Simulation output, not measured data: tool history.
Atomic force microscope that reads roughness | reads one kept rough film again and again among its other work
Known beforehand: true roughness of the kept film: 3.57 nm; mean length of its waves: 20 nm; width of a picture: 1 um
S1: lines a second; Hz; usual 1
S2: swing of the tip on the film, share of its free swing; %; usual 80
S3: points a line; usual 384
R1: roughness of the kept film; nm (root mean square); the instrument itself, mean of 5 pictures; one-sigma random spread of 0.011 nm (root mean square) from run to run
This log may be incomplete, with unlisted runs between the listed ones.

Run 1, day 0: usual settings. Result: R1 1.367 nm (root mean square).
Run 2, day 0.329: usual settings. Result: R1 1.289 nm (root mean square).
Run 3, day 0.721: usual settings but S2 59 %. Result: R1 1.259 nm (root mean square).
At day 0.992: new tip fitted.
Run 4, day 1.196: usual settings. Result: R1 2.364 nm (root mean square).
Run 5, day 1.525: usual settings. Result: R1 2.206 nm (root mean square).
Run 6, day 1.821: usual settings. Result: R1 2.091 nm (root mean square).
At day 1.9: height scale calibrated on a step standard.
Run 7, day 2.154: usual settings. Result: R1 1.96 nm (root mean square).
Run 8, day 2.458: usual settings. Result: R1 1.842 nm (root mean square).
At day 2.717: height scale calibrated on a step standard, once more.
Run 9, day 2.996: usual settings but S1 0.67 Hz, S2 58 %, S3 791. Result: R1 1.742 nm (root mean square).
Run 10, day 3.467: usual settings but S1 1.16 Hz, S2 76 %, S3 610. Result: R1 1.589 nm (root mean square).
Run 11, day 3.95: usual settings but S1 2.11 Hz, S3 853. Result: R1 1.43 nm (root mean square).
Run 12, day 4.162: usual settings but S1 2.11 Hz, S3 338. Result: R1 1.37 nm (root mean square).
Run 13, day 4.375: usual settings but S1 2.11 Hz, S3 338. Result: R1 1.316 nm (root mean square).
Run 14, day 4.708: usual settings but S1 0.74 Hz, S2 74 %, S3 268. Result: R1 1.292 nm (root mean square).
Run 15, day 4.917: usual settings but S1 2.49 Hz, S2 63 %, S3 299. Result: R1 1.26 nm (root mean square).

Below are 3 alternative next runs, each starting from the tool's condition after run 15. Predict each:
At day 5.146: new tip fitted.
Run A, day 5.375: usual settings but S1 1.53 Hz. Result: R1 ?.
At day 5.146: new tip fitted.
Run B, day 5.375: usual settings but S1 2.49 Hz, S2 63 %, S3 401. Result: R1 ?.
At day 5.146: new tip fitted.
Run C, day 5.375: usual settings but S1 2.34 Hz, S3 306. Result: R1 ?.

run     R1
  A  2.334
  B  2.387
  C  2.279
Had the tool no hidden state, the same runs would have come out as:
run     R1
  A  2.483
  B  2.541
  C  2.425

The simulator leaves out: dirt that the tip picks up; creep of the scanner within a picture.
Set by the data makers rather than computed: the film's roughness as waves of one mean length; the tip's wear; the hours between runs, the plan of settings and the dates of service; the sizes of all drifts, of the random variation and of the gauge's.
